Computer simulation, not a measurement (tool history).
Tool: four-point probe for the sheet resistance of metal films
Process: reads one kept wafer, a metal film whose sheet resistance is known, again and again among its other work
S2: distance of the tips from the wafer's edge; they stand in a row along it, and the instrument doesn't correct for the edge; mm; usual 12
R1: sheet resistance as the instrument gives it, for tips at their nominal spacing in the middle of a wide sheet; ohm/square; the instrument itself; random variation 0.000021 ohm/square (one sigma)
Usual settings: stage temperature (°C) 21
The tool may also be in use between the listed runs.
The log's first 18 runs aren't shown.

run 19 hour=1695.4 | stage_temperature_(°C)=21 S2=12 | R1=0.103895
run 20 hour=1771.6 | stage_temperature_(°C)=21 S2=12 | R1=0.103924
run 21 hour=1902.9 | stage_temperature_(°C)=21 S2=12 | R1=0.103929
run 22 hour=1982.2 | stage_temperature_(°C)=21 S2=12 | R1=0.103911
run 23 hour=2058.1 | stage_temperature_(°C)=21 S2=12 | R1=0.103972
run 24 hour=2116.7 | stage_temperature_(°C)=34 S2=15 | R1=0.103631
run 25 hour=2229.3 | stage_temperature_(°C)=21 S2=10 | R1=0.104062
run 26 hour=2294.6 | stage_temperature_(°C)=34 S2=75 | R1=0.103574
run 27 hour=2428.9 | stage_temperature_(°C)=22 S2=52 | R1=0.103844

Run 28 comes next. What will it give?
run 28 hour=2545.8 | stage_temperature_(°C)=23 S2=15 | R1=?

{"run 28": {"R1": 0.103968}}
Without the tool's hidden state the same run would have given R1 0.103114 ohm/square.

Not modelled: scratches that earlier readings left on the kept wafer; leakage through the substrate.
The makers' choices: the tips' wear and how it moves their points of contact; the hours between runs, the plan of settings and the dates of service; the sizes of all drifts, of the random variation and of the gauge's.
